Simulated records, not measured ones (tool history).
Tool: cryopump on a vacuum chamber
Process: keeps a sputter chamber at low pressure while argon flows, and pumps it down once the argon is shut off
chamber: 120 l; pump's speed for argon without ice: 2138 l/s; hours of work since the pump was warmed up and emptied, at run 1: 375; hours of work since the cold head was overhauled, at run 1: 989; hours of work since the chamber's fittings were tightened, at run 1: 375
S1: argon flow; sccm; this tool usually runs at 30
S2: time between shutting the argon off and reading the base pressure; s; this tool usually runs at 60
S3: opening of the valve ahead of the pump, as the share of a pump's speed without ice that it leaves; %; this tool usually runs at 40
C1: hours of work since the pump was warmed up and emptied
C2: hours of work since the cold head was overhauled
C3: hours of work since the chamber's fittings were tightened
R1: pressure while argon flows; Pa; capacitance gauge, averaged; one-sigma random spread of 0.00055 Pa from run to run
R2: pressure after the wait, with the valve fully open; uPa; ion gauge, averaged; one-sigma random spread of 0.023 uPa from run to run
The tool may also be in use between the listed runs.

| run | day | S1 | S2 | S3 | C1 | C2 | C3 | R1 | R2 |
|---|---|---|---|---|---|---|---|---|---|
| 1 | 0 | 30 | 60 | 40 | 375 | 989 | 375 | 0.0664 | 0.91 |
| 2 | 1.129 | 30 | 60 | 40 | 398 | 1013 | 398 | 0.0665 | 0.96 |
| 3 | 2.338 | 30 | 56 | 40 | 424 | 1038 | 424 | 0.0673 | 1 |
| 4 | 3.092 | 30 | 130 | 40 | 439 | 1054 | 439 | 0.0668 | 0.66 |
| 5 | 4.096 | 30 | 130 | 40 | 460 | 1075 | 460 | 0.0676 | 0.66 |
| 6 | 4.75 | 30 | 130 | 40 | 474 | 1088 | 474 | 0.0684 | 0.71 |
| 7 | 5.612 | 29 | 130 | 40 | 492 | 1106 | 492 | 0.067 | 0.7 |
| 8 | 6.838 | 29 | 130 | 40 | 517 | 1132 | 517 | 0.0673 | 0.75 |
| 9 | 7.425 | 29 | 130 | 40 | 530 | 1144 | 530 | 0.0684 | 0.71 |
| 10 | 8.438 | 29 | 130 | 40 | 551 | 1165 | 551 | 0.0685 | 0.73 |
|  | 9.804 | pump warmed up, emptied and cooled again |
| 11 | 9.879 | 29 | 130 | 40 | 2 | 1191 | 576 | 0.0574 | 0.6 |
| 12 | 10.471 | 29 | 130 | 40 | 14 | 1203 | 589 | 0.0584 | 0.62 |
| 13 | 11.742 | 30 | 60 | 40 | 40 | 1229 | 615 | 0.0603 | 0.94 |
| 14 | 13 | 30 | 60 | 40 | 67 | 1256 | 641 | 0.0613 | 0.98 |
| 15 | 14.362 | 30 | 60 | 40 | 95 | 1284 | 670 | 0.0625 | 0.97 |
| 16 | 14.95 | 30 | 60 | 40 | 107 | 1296 | 682 | 0.0604 | 0.99 |
| 17 | 16.258 | 30 | 60 | 40 | 134 | 1323 | 709 | 0.0624 | 1 |
| 18 | 16.925 | 30 | 20 | 40 | 148 | 1337 | 723 | 0.0625 | 2.26 |
| 19 | 17.646 | 30 | 20 | 40 | 163 | 1352 | 738 | 0.0623 | 2.21 |

For run 20, what comes out?
| 20 | 18.208 | 30 | 20 | 40 | 175 | 1364 | 750 | ? | ? |

{"run 20": {"R1": 0.0616, "R2": 2.19}}
Minus the tool's unlogged condition, the same run would have read R1 0.0585 Pa, R2 1.88 uPa.
